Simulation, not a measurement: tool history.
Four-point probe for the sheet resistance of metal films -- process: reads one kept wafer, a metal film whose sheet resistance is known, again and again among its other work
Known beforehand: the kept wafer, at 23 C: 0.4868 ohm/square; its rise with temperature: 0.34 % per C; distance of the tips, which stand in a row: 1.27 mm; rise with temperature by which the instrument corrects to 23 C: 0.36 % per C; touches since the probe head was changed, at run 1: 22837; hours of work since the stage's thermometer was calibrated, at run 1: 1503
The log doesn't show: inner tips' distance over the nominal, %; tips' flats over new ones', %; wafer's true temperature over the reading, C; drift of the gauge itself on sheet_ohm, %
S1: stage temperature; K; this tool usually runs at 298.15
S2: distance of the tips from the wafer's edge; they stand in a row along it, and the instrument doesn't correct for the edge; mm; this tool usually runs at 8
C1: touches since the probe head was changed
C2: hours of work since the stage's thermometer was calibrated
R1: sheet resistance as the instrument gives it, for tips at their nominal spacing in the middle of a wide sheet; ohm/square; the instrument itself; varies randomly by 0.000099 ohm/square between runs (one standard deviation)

run	day	S1	S2	C1	C2	R1
1	0.000	298.15	8	22837	1503	0.493100
2	1.617	298.15	48	24136	1523	0.486868
3	4.317	298.15	8	26309	1557	0.492945
4	6.171	298.15	8	27800	1580	0.493099
5	7.792	298.15	8	29103	1601	0.493131
6	11.108	298.15	8	31771	1642	0.492949
7	14.454	298.15	8	34463	1684	0.493049
8	17.112	298.15	8	36601	1718	0.493133
9	19.129	298.15	49	38223	1743	0.486888
10	23.004	295.15	49	41340	1792	0.486965
# day 24.458: stage's thermometer calibrated
11	24.667	295.15	49	42660	3	0.487043
12	28.592	295.15	49	45819	52	0.487112
13	32.517	295.15	49	48976	101	0.487230
14	36.021	298.15	18	51792	145	0.487845
15	37.933	307.15	73	53332	169	0.485618
16	41.479	307.15	73	56183	214	0.485635
17	43.108	303.15	15	57494	234	0.487943
18	45.658	303.15	14	59544	266	0.488096
19	48.467	295.15	60	61803	301	0.487045

Estimate the outcome of run 20 from the log above:
20	50.238	306.15	3	63230	323	?

R1: 0.527908 ohm/square
On a tool with no hidden condition, and with the same random variation, this run would have come out at R1 0.527875 ohm/square.
